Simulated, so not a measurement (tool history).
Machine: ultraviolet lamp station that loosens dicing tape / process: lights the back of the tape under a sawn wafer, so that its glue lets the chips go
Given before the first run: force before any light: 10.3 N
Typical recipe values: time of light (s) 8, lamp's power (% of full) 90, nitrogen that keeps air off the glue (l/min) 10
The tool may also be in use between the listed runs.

run,hour,time of light (s),lamp's power (% of full),nitrogen that keeps air off the glue (l/min),force that peels the tape off (N),light that reached the tape (mJ/cm2)
1,0,8,90,10,0.238,510
2,7.4,8,90,10,0.235,509
3,18.3,8,90,10,0.238,507
4,27.3,8,90,3,0.736,508
5,39,8,90,3,0.761,509
6,48.7,5,90,3,1.895,310
7,60.5,5,90,3,1.971,313
8,66.7,5,90,3,1.897,313
# hour 68: window cleaned of glue's vapour
9,79.2,5,90,3,2.021,308
10,90.3,5,90,3,2.071,301
11,103.1,5,90,3,2.047,305
12,112,15,95,11,0.141,954
13,123.1,6,90,10,0.511,365
# hour 130.8: window cleaned of glue's vapour, once more
14,131.5,6,98,10,0.377,404
15,138.7,11,61,4,0.683,468
16,147.8,5,90,5,1.304,314
17,155.9,5,86,3,2.105,294

Difference, measured minus no-hidden-state, one row per run. Run-to-run variation is common to both terms; the gauge's own scatter need not be:
Unlogged tool condition in this case: lamp's light, % of a new lamp's; light that the window lets through, % of a clean one's; drift of the gauge itself on peel_n, %; drift of the gauge itself on dose_mj_cm2, %.
run,force that peels the tape off (N),light that reached the tape (mJ/cm2)
1,+0.029,-41
2,+0.028,-43
3,+0.032,-45
4,+0.136,-47
5,+0.146,-49
6,+0.281,-32
7,+0.307,-33
8,+0.301,-35
9,+0.36,-38
10,+0.382,-39
11,+0.388,-41
12,+0.001,-134
13,+0.137,-53
14,+0.077,-43
15,+0.148,-51
16,+0.248,-35
17,+0.337,-34

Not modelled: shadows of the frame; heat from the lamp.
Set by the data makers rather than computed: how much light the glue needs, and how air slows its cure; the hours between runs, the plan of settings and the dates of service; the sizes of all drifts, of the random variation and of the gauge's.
